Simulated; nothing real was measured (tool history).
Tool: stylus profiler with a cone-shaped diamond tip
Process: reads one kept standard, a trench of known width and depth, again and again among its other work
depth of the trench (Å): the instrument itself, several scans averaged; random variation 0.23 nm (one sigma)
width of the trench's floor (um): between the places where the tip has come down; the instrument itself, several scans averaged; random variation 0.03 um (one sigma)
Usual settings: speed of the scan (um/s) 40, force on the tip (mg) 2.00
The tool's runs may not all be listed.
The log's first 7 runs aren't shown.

| run | hour | speed of the scan (um/s) | force on the tip (mg) | depth of the trench (Å) | width of the trench's floor (um) |
|---|---|---|---|---|---|
| 8 | 410.8 | 40 | 2.00 | 10111.1 | 46.23 |
| 9 | 468.3 | 40 | 2.00 | 10111.6 | 46.21 |
| 10 | 542.3 | 40 | 2.00 | 10115.2 | 46.30 |
| 11 | 589.1 | 40 | 2.00 | 10109.5 | 46.25 |
| 12 | 624.0 | 40 | 2.00 | 10112.3 | 46.20 |
| 13 | 657.3 | 34 | 2.00 | 10113.1 | 46.18 |
| 14 | 702.5 | 34 | 2.00 | 10110.9 | 46.22 |
| 15 | 760.2 | 40 | 2.00 | 10114.4 | 46.21 |
| 16 | 812.5 | 40 | 2.00 | 10113.5 | 46.21 |
| 17 | 860.4 | 40 | 2.00 | 10118.7 | 46.19 |
| 18 | 896.4 | 40 | 2.00 | 10116.3 | 46.17 |
| 19 | 950.8 | 40 | 2.00 | 10118.6 | 46.17 |
| 20 | 1007.1 | 40 | 1.35 | 10098.4 | 46.13 |
| 21 | 1051.3 | 40 | 1.35 | 10101.8 | 46.14 |

The next listed run, before its measurement:
| 22 | 1108.4 | 40 | 2.00 | ? | ? |

depth of the trench (Å): 10123.5
width of the trench's floor (um): 46.13
Without the tool's hidden state the same run would have given depth of the trench (Å) 10092.1, width of the trench's floor (um) 46.34.
